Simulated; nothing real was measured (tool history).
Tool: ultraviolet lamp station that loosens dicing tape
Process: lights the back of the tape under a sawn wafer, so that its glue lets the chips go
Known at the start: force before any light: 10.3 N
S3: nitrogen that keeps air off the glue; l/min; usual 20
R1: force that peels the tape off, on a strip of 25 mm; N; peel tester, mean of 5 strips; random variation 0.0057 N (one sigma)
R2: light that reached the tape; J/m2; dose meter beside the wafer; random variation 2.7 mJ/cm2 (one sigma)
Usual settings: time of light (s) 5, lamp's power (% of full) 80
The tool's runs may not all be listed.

{"run": 1, "day": 0.0, "time of light (s)": 5, "lamp's power (% of full)": 80, "S3": 20, "R1": 0.169, "R2": 3470}
{"run": 2, "day": 0.342, "time of light (s)": 6, "lamp's power (% of full)": 80, "S3": 20, "R1": 0.097, "R2": 4120}
{"run": 3, "day": 0.675, "time of light (s)": 5, "lamp's power (% of full)": 80, "S3": 18, "R1": 0.198, "R2": 3460}
{"run": 4, "day": 1.025, "time of light (s)": 5, "lamp's power (% of full)": 80, "S3": 18, "R1": 0.192, "R2": 3420}
{"day": 1.083, "done": "window cleaned of glue's vapour"}
{"run": 5, "day": 1.308, "time of light (s)": 5, "lamp's power (% of full)": 80, "S3": 18, "R1": 0.181, "R2": 3410}
{"run": 6, "day": 1.496, "time of light (s)": 5, "lamp's power (% of full)": 80, "S3": 20, "R1": 0.168, "R2": 3420}
{"run": 7, "day": 1.912, "time of light (s)": 6, "lamp's power (% of full)": 91, "S3": 20, "R1": 0.073, "R2": 4580}
{"run": 8, "day": 2.129, "time of light (s)": 6, "lamp's power (% of full)": 91, "S3": 11, "R1": 0.126, "R2": 4620}
{"run": 9, "day": 2.554, "time of light (s)": 4, "lamp's power (% of full)": 83, "S3": 7, "R1": 0.873, "R2": 2790}
{"day": 2.696, "done": "window cleaned of glue's vapour, once more"}
{"run": 10, "day": 2.879, "time of light (s)": 4, "lamp's power (% of full)": 92, "S3": 20, "R1": 0.217, "R2": 3190}
{"run": 11, "day": 3.242, "time of light (s)": 7, "lamp's power (% of full)": 66, "S3": 20, "R1": 0.107, "R2": 3980}

Forecast each of these 5 alternatives for the next run:
{"run": "A", "day": 3.496, "time of light (s)": 4, "lamp's power (% of full)": 67, "S3": 8, "R1": "?", "R2": "?"}
{"run": "B", "day": 3.496, "time of light (s)": 5, "lamp's power (% of full)": 80, "S3": 16, "R1": "?", "R2": "?"}
{"run": "C", "day": 3.496, "time of light (s)": 9, "lamp's power (% of full)": 85, "S3": 28, "R1": "?", "R2": "?"}
{"run": "D", "day": 3.496, "time of light (s)": 7, "lamp's power (% of full)": 66, "S3": 16, "R1": "?", "R2": "?"}
{"run": "E", "day": 3.496, "time of light (s)": 4, "lamp's power (% of full)": 78, "S3": 14, "R1": "?", "R2": "?"}

run=A R1=1.18 R2=2290
run=B R1=0.223 R2=3480
run=C R1=0.053 R2=6570
run=D R1=0.146 R2=3930
run=E R1=0.509 R2=2640
Without the tool's hidden state the same runs would have given:
run=A R1=0.979 R2=2490
run=B R1=0.174 R2=3780
run=C R1=0.053 R2=7160
run=D R1=0.117 R2=4280
run=E R1=0.396 R2=2880
